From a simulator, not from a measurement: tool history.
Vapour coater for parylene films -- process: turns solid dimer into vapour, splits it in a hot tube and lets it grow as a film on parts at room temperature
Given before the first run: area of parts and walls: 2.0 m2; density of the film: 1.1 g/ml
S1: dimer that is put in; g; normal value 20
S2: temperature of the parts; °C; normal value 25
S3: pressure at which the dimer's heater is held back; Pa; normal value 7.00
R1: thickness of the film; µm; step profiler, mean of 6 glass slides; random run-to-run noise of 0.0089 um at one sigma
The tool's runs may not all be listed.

{"run": 1, "hour": 0.0, "S1": 20, "S2": 25, "S3": 7.0, "R1": 5.333}
{"run": 2, "hour": 15.2, "S1": 20, "S2": 25, "S3": 4.93, "R1": 5.694}
{"run": 3, "hour": 35.3, "S1": 20, "S2": 25, "S3": 4.93, "R1": 5.684}
{"run": 4, "hour": 44.6, "S1": 20, "S2": 25, "S3": 4.93, "R1": 5.687}
{"run": 5, "hour": 63.6, "S1": 20, "S2": 25, "S3": 7.0, "R1": 5.313}
{"run": 6, "hour": 79.1, "S1": 20, "S2": 25, "S3": 7.0, "R1": 5.319}
{"run": 7, "hour": 88.9, "S1": 20, "S2": 25, "S3": 7.0, "R1": 5.323}
{"run": 8, "hour": 98.3, "S1": 20, "S2": 25, "S3": 7.0, "R1": 5.312}
{"run": 9, "hour": 115.7, "S1": 20, "S2": 25, "S3": 7.0, "R1": 5.328}
{"run": 10, "hour": 129.0, "S1": 20, "S2": 25, "S3": 7.0, "R1": 5.3}
{"run": 11, "hour": 145.7, "S1": 20, "S2": 25, "S3": 7.0, "R1": 5.295}
{"run": 12, "hour": 163.8, "S1": 20, "S2": 25, "S3": 8.74, "R1": 5.087}
{"run": 13, "hour": 174.2, "S1": 20, "S2": 25, "S3": 8.74, "R1": 5.09}
{"run": 14, "hour": 192.0, "S1": 20, "S2": 25, "S3": 8.74, "R1": 5.097}
{"run": 15, "hour": 214.3, "S1": 20, "S2": 25, "S3": 8.74, "R1": 5.068}
{"run": 16, "hour": 225.2, "S1": 20, "S2": 25, "S3": 7.0, "R1": 5.299}
{"run": 17, "hour": 245.8, "S1": 20, "S2": 25, "S3": 7.0, "R1": 5.279}
{"run": 18, "hour": 267.0, "S1": 17, "S2": 25, "S3": 7.0, "R1": 4.479}
{"hour": 289.9, "done": "trap's valve overhauled"}
{"run": 19, "hour": 292.1, "S1": 11, "S2": 25, "S3": 7.0, "R1": 3.028}
{"run": 20, "hour": 311.9, "S1": 11, "S2": 25, "S3": 7.0, "R1": 3.032}
{"run": 21, "hour": 330.0, "S1": 11, "S2": 25, "S3": 7.0, "R1": 3.031}
{"run": 22, "hour": 341.5, "S1": 11, "S2": 25, "S3": 7.0, "R1": 3.026}
{"run": 23, "hour": 359.8, "S1": 11, "S2": 25, "S3": 7.0, "R1": 3.032}
{"run": 24, "hour": 373.7, "S1": 11, "S2": 25, "S3": 7.0, "R1": 3.03}
{"run": 25, "hour": 394.3, "S1": 11, "S2": 25, "S3": 7.0, "R1": 3.023}
{"run": 26, "hour": 406.9, "S1": 11, "S2": 25, "S3": 7.0, "R1": 3.03}
{"run": 27, "hour": 426.3, "S1": 30, "S2": 32, "S3": 2.96, "R1": 7.253}
{"run": 28, "hour": 435.7, "S1": 22, "S2": 28, "S3": 2.96, "R1": 6.262}
{"run": 29, "hour": 454.6, "S1": 34, "S2": 25, "S3": 11.9, "R1": 8.464}
{"run": 30, "hour": 465.0, "S1": 34, "S2": 25, "S3": 11.9, "R1": 8.438}
{"run": 31, "hour": 486.3, "S1": 34, "S2": 25, "S3": 11.9, "R1": 8.429}
{"run": 32, "hour": 498.6, "S1": 20, "S2": 17, "S3": 11.66, "R1": 6.879}
{"run": 33, "hour": 513.4, "S1": 18, "S2": 25, "S3": 2.1, "R1": 6.144}
{"run": 34, "hour": 532.1, "S1": 18, "S2": 25, "S3": 2.1, "R1": 6.118}
{"run": 35, "hour": 553.8, "S1": 18, "S2": 29, "S3": 2.1, "R1": 5.205}
{"run": 36, "hour": 565.4, "S1": 13, "S2": 29, "S3": 7.0, "R1": 3.017}
{"run": 37, "hour": 578.3, "S1": 10, "S2": 21, "S3": 4.25, "R1": 3.526}
{"run": 38, "hour": 595.8, "S1": 20, "S2": 25, "S3": 6.32, "R1": 5.533}
{"run": 39, "hour": 614.6, "S1": 20, "S2": 25, "S3": 6.32, "R1": 5.565}
{"run": 40, "hour": 630.0, "S1": 14, "S2": 31, "S3": 3.69, "R1": 3.351}
{"run": 41, "hour": 642.4, "S1": 14, "S2": 31, "S3": 3.69, "R1": 3.355}
{"run": 42, "hour": 654.8, "S1": 15, "S2": 21, "S3": 5.47, "R1": 5.007}
{"run": 43, "hour": 675.5, "S1": 15, "S2": 21, "S3": 5.47, "R1": 5.029}
{"run": 44, "hour": 685.1, "S1": 15, "S2": 21, "S3": 5.47, "R1": 4.993}
{"run": 45, "hour": 704.3, "S1": 15, "S2": 27, "S3": 2.31, "R1": 4.606}
{"run": 46, "hour": 722.3, "S1": 15, "S2": 27, "S3": 2.31, "R1": 4.591}

Branching from run 46: 4 alternative next runs. What would each branch give?
{"run": "A", "hour": 733.4, "S1": 15, "S2": 27, "S3": 8.75, "R1": "?"}
{"run": "B", "hour": 733.4, "S1": 16, "S2": 25, "S3": 7.0, "R1": "?"}
{"run": "C", "hour": 733.4, "S1": 20, "S2": 19, "S3": 7.0, "R1": "?"}
{"run": "D", "hour": 733.4, "S1": 14, "S2": 18, "S3": 8.26, "R1": "?"}

run=A R1=3.588
run=B R1=4.329
run=C R1=6.904
run=D R1=4.879
What these runs would have given with no unlogged condition in the tool:
run=A R1=3.653
run=B R1=4.408
run=C R1=7.029
run=D R1=4.968

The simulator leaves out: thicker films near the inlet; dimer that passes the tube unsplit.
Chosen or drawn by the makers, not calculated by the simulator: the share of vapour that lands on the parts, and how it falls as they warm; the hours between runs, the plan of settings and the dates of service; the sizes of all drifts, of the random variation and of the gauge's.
